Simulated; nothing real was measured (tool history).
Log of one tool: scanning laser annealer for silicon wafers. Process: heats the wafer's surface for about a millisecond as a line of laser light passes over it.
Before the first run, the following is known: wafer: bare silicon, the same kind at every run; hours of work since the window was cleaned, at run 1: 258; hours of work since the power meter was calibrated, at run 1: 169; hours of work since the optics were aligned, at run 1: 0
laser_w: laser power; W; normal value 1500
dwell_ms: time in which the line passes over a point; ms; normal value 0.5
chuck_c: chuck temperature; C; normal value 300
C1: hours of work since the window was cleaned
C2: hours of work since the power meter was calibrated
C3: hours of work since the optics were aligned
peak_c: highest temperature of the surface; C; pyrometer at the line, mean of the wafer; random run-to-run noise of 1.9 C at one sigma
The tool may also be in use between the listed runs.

run 1 day=0 | laser_w=1500 dwell_ms=0.5 chuck_c=300 | C1=258 C2=169 C3=0 | peak_c=1134
run 2 day=1.2 | laser_w=1500 dwell_ms=0.5 chuck_c=300 | C1=280 C2=190 C3=21 | peak_c=1133
run 3 day=2.138 | laser_w=1500 dwell_ms=0.5 chuck_c=300 | C1=296 C2=207 C3=38 | peak_c=1136
run 4 day=4.15 | laser_w=1500 dwell_ms=0.5 chuck_c=300 | C1=332 C2=242 C3=73 | peak_c=1134
run 5 day=5.446 | laser_w=1292 dwell_ms=0.5 chuck_c=300 | C1=355 C2=265 C3=96 | peak_c=995
run 6 day=7.067 | laser_w=1292 dwell_ms=0.5 chuck_c=300 | C1=383 C2=294 C3=125 | peak_c=996
run 7 day=8.029 | laser_w=1292 dwell_ms=0.5 chuck_c=300 | C1=400 C2=311 C3=142 | peak_c=996
run 8 day=9.542 | laser_w=1500 dwell_ms=0.401 chuck_c=300 | C1=427 C2=337 C3=168 | peak_c=1055
run 9 day=11.675 | laser_w=1500 dwell_ms=0.401 chuck_c=300 | C1=465 C2=375 C3=206 | peak_c=1054
run 10 day=12.688 | laser_w=1500 dwell_ms=0.401 chuck_c=300 | C1=482 C2=393 C3=224 | peak_c=1056
run 11 day=13.962 | laser_w=1500 dwell_ms=0.5 chuck_c=326 | C1=505 C2=415 C3=246 | peak_c=1161
run 12 day=15.938 | laser_w=1500 dwell_ms=0.5 chuck_c=326 | C1=540 C2=450 C3=281 | peak_c=1161
run 13 day=17.7 | laser_w=1500 dwell_ms=0.5 chuck_c=300 | C1=571 C2=481 C3=313 | peak_c=1136
run 14 day=18.871 | laser_w=1500 dwell_ms=0.5 chuck_c=300 | C1=592 C2=502 C3=333 | peak_c=1130
run 15 day=19.879 | laser_w=1541 dwell_ms=0.5 chuck_c=299 | C1=609 C2=520 C3=351 | peak_c=1158
run 16 day=21.138 | laser_w=1517 dwell_ms=0.541 chuck_c=285 | C1=632 C2=542 C3=373 | peak_c=1162
run 17 day=22.596 | laser_w=1578 dwell_ms=0.402 chuck_c=300 | C1=657 C2=568 C3=399 | peak_c=1100
-- day=24.371 window over the wafer cleaned
run 18 day=24.375 | laser_w=1578 dwell_ms=0.402 chuck_c=300 | C1=0 C2=598 C3=429 | peak_c=1103
run 19 day=26.45 | laser_w=1371 dwell_ms=0.493 chuck_c=300 | C1=37 C2=634 C3=465 | peak_c=1045
run 20 day=28.442 | laser_w=1371 dwell_ms=0.493 chuck_c=300 | C1=72 C2=669 C3=501 | peak_c=1042
run 21 day=30.367 | laser_w=1371 dwell_ms=0.493 chuck_c=300 | C1=106 C2=703 C3=535 | peak_c=1043
run 22 day=31.675 | laser_w=1507 dwell_ms=0.422 chuck_c=300 | C1=129 C2=726 C3=558 | peak_c=1079
run 23 day=32.842 | laser_w=1568 dwell_ms=0.486 chuck_c=300 | C1=150 C2=747 C3=578 | peak_c=1170
run 24 day=34.488 | laser_w=1503 dwell_ms=0.373 chuck_c=335 | C1=179 C2=776 C3=607 | peak_c=1064
run 25 day=36.625 | laser_w=1503 dwell_ms=0.373 chuck_c=335 | C1=216 C2=814 C3=645 | peak_c=1067
run 26 day=38.021 | laser_w=1470 dwell_ms=0.437 chuck_c=275 | C1=241 C2=839 C3=670 | peak_c=1041
run 27 day=39.417 | laser_w=1470 dwell_ms=0.352 chuck_c=282 | C1=266 C2=863 C3=694 | peak_c=973

Predict each of these 3 candidate next runs independently; none follows another, all start after run 27:
run A day=41.342 | laser_w=1500 dwell_ms=0.409 chuck_c=300 | C1=300 C2=897 C3=728 | peak_c=?
run B day=41.342 | laser_w=1473 dwell_ms=0.352 chuck_c=282 | C1=300 C2=897 C3=728 | peak_c=?
run C day=41.342 | laser_w=1550 dwell_ms=0.557 chuck_c=298 | C1=300 C2=897 C3=728 | peak_c=?

run=A peak_c=1064
run=B peak_c=978
run=C peak_c=1210
Take away the tool's hidden state, keep each run's random variation, and the runs would have read:
run=A peak_c=1064
run=B peak_c=978
run=C peak_c=1210
